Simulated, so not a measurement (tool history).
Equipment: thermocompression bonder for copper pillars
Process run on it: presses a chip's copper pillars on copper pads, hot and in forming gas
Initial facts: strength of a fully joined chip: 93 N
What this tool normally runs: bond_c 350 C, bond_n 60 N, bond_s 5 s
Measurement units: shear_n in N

{"run": 1, "hour": 0.0, "bond_c": 350, "bond_n": 60, "bond_s": 5, "shear_n": 34.3}
{"hour": 18.4, "done": "forming gas filter changed"}
{"run": 2, "hour": 37.8, "bond_c": 350, "bond_n": 60, "bond_s": 4, "shear_n": 35.7}
{"run": 3, "hour": 68.6, "bond_c": 350, "bond_n": 60, "bond_s": 4, "shear_n": 34.1}
{"run": 4, "hour": 121.8, "bond_c": 376, "bond_n": 60, "bond_s": 4, "shear_n": 40.4}
{"run": 5, "hour": 166.5, "bond_c": 350, "bond_n": 60, "bond_s": 12, "shear_n": 50.1}
{"run": 6, "hour": 202.7, "bond_c": 350, "bond_n": 60, "bond_s": 12, "shear_n": 50.1}
{"run": 7, "hour": 241.4, "bond_c": 363, "bond_n": 61, "bond_s": 8, "shear_n": 47.5}
{"run": 8, "hour": 310.9, "bond_c": 363, "bond_n": 81, "bond_s": 8, "shear_n": 52.0}
{"run": 9, "hour": 364.2, "bond_c": 363, "bond_n": 81, "bond_s": 8, "shear_n": 50.6}
{"run": 10, "hour": 430.3, "bond_c": 363, "bond_n": 81, "bond_s": 8, "shear_n": 50.6}
{"hour": 477.8, "done": "forming gas filter changed"}
{"run": 11, "hour": 502.6, "bond_c": 350, "bond_n": 60, "bond_s": 10, "shear_n": 48.9}

Consider 4 possible next runs. They are alternatives, not a sequence: every one starts from the tool as it was left by run 11. What does each give?
{"run": "A", "hour": 536.9, "bond_c": 350, "bond_n": 66, "bond_s": 10, "shear_n": "?"}
{"run": "B", "hour": 536.9, "bond_c": 335, "bond_n": 52, "bond_s": 10, "shear_n": "?"}
{"run": "C", "hour": 536.9, "bond_c": 350, "bond_n": 59, "bond_s": 12, "shear_n": "?"}
{"run": "D", "hour": 536.9, "bond_c": 380, "bond_n": 64, "bond_s": 10, "shear_n": "?"}

run=A shear_n=50.6
run=B shear_n=41.3
run=C shear_n=50.4
run=D shear_n=58.8
Without the tool's hidden state the same runs would have given:
run=A shear_n=51.6
run=B shear_n=42.1
run=C shear_n=51.4
run=D shear_n=60.0

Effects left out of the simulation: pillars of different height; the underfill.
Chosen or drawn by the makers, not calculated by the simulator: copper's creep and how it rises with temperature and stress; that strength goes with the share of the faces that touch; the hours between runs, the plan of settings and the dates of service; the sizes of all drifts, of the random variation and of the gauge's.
